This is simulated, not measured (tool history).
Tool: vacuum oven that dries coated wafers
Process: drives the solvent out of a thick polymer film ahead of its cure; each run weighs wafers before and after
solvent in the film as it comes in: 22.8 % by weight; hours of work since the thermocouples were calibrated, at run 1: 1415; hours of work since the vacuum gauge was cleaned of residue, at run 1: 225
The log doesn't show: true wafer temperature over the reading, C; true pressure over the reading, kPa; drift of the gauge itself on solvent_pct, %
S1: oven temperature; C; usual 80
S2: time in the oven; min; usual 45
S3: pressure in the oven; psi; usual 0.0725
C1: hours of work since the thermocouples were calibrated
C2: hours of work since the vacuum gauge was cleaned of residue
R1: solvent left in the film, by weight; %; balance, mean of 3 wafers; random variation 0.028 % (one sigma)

run   hour  S1  S2      S3    C1   C2    R1
  1    0.0  80  45  0.0725  1415  225  3.34
  2    7.0  80  45  0.0725  1418  228  3.31
  3   16.4  80  45  0.0725  1423  233  3.32
  4   24.6  80  45  0.0725  1427  237  3.36
  5   31.1  80  70  0.0725  1430  240  1.41
  6   39.9  80  70  0.0725  1434  244  1.37
  7   52.5  80  70  0.0725  1440  250  1.39
  8   61.2  80  45  0.2265  1444  254  3.68
  9   66.5  81  45  0.0725  1447  257  3.01
 10   76.9  80  45  0.0725  1452  262  3.32
 11   86.4  85  45  0.0725  1456  266  2.00
 12   92.7  85  45  0.1355  1460  270  2.18
 13  105.2  80  45  0.0412  1466  276  3.26
 14  110.4  80  45  0.0412  1468  278  3.25
 15  116.8  80  24  0.0725  1471  281  7.35
 16  122.1  80  24  0.0447  1474  284  7.23
 17  134.6  80  36  0.0725  1480  290  4.60
 18  143.2  80  36  0.0725  1484  294  4.71
 19  150.8  80  45  0.0725  1488  298  3.35
 20  159.7  80  45  0.0725  1492  302  3.30
 21  165.9  80  45  0.0725  1495  305  3.33
 22  178.4  80  45  0.0725  1501  311  3.35
 23  185.0  80  45  0.0709  1504  314  3.31
 24  192.0  80  45  0.0709  1507  317  3.30
 25  201.5  80  45  0.0709  1512  322  3.29
 26  211.6  93  43  0.2399  1517  327  1.12
 27  218.3  93  43  0.1089  1520  330  0.88
 28  223.8  75  43  0.2547  1523  333  5.65
 29  234.9  75  43  0.2547  1528  338  5.68
 30  244.5  80  63  0.0725  1533  343  1.75
 31  256.6  77  43  0.0509  1539  349  4.50
 32  261.8  91  54  0.0956  1541  351  0.64
 33  268.1  87  33  0.0509  1544  354  2.93
 34  277.1  94  47  0.1155  1549  359  0.61
 35  288.0  75  45  0.0725  1554  364  4.94
 36  295.7  84  47  0.0973  1558  368  2.13
     299.7  -- oven's thermocouples calibrated
 37  305.5  84  47  0.0973     3  371  2.53
 38  315.5  84  47  0.0973     8  376  2.56

How the hidden state differs across the entries between the runs, from the last listed run before each to the first after it:
Between runs 36 and 37: oven's thermocouples calibrated (hour 299.7)
  true wafer temperature over the reading, C: 2.25 -> 0.41; true pressure over the reading, kPa: 0.16 -> 0.161
  measured less the result without the state, R1: -0.49 -> -0.05 %
